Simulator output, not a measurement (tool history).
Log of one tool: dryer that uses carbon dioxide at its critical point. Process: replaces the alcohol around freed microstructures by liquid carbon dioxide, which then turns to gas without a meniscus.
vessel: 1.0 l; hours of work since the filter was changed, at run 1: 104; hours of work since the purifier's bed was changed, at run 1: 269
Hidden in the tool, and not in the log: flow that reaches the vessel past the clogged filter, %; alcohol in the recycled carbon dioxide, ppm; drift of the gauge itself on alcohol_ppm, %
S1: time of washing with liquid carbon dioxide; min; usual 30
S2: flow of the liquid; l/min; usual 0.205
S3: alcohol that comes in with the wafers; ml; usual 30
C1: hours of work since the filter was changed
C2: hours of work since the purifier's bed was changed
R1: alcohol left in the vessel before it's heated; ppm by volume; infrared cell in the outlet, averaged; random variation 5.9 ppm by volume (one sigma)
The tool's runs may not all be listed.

run  hour  S1     S2  S3   C1   C2   R1
  1   0.0  30  0.205  30  104  269  286
  2  10.4  24  0.205  30  112  277  679
  3  23.6  30  0.153  30  123  288  868
  4  39.4  30  0.153  30  135  300  857
  5  46.7  30  0.248  30  141  306  146
  6  53.6  30  0.299  30  146  311   80
  7  65.3  30  0.299  30  156  321   85
     71.9  -- inlet filter changed
  8  78.6  30  0.346  30    5  330   63

Forecast run 9:
  9  86.8  28  0.172  103  12  337   ?

{"run 9": {"R1": 2122}}
Without the tool's hidden state the same run would have given R1 2017 ppm by volume.

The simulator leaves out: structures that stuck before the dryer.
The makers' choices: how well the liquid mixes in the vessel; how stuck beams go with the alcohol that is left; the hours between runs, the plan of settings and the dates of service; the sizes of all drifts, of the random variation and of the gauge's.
